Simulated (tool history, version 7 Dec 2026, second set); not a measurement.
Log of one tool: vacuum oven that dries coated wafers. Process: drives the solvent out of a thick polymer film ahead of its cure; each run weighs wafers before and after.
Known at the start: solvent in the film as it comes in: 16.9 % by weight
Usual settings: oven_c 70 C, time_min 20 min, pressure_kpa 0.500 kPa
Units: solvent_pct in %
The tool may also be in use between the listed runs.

run	hour	oven_c	time_min	pressure_kpa	solvent_pct
1	0.0	70	20	0.500	3.24
2	19.0	70	20	0.500	3.22
3	27.5	70	20	1.165	3.39
4	41.0	70	24	0.500	2.42
5	58.6	70	24	0.500	2.46
6	76.8	70	24	0.500	2.42
7	88.8	70	24	0.500	2.43
8	104.5	70	20	0.500	3.26
9	114.5	76	20	0.500	1.85
10	128.4	76	20	0.500	1.87
11	145.2	70	12	0.500	5.70
12	154.5	70	12	0.500	5.72
13	169.6	70	12	0.500	5.71
14	180.9	70	12	0.500	5.70
15	193.2	67	20	0.500	4.04
16	207.0	67	20	0.500	4.06
17	215.7	67	20	0.500	4.04
18	224.8	70	20	0.500	3.22
19	241.1	70	20	0.500	3.24
20	253.1	74	20	0.500	2.26
21	271.3	74	20	0.500	2.23
22	286.0	70	20	0.500	3.23
23	298.1	70	20	0.500	3.22
24	311.5	70	20	0.500	3.24
25	322.3	70	20	0.500	3.24
26	336.3	58	14	1.478	8.54
27	355.4	73	20	0.413	2.45
28	371.8	79	19	0.500	1.47
29	388.5	79	19	0.500	1.48
30	401.4	78	23	1.084	1.21
31	415.1	78	23	1.084	1.23
32	426.2	78	23	1.084	1.23
33	443.7	62	20	0.406	5.46
34	456.5	67	20	1.090	4.19
35	468.0	67	18	1.456	4.80
36	479.0	70	12	0.500	5.73
37	490.8	70	30	1.074	1.79
38	503.1	70	30	1.074	1.80
39	517.1	59	11	0.457	9.07
40	525.4	66	20	1.611	4.68
41	533.2	66	33	1.195	2.36
42	548.4	76	20	0.977	1.97
43	564.7	79	26	0.680	0.74
44	574.4	58	33	0.500	4.24
45	582.2	64	24	0.500	4.00
46	596.8	64	17	0.373	5.72
47	611.4	79	21	0.393	1.19

Not shown: 1 entry that the log had between the listed runs. Between which runs, and how does the tool's hidden state differ before and after?
Between runs 29 and 30: oven's thermocouples calibrated (hour 392.2)
  true wafer temperature over the reading, C: 0.06 -> 0.01
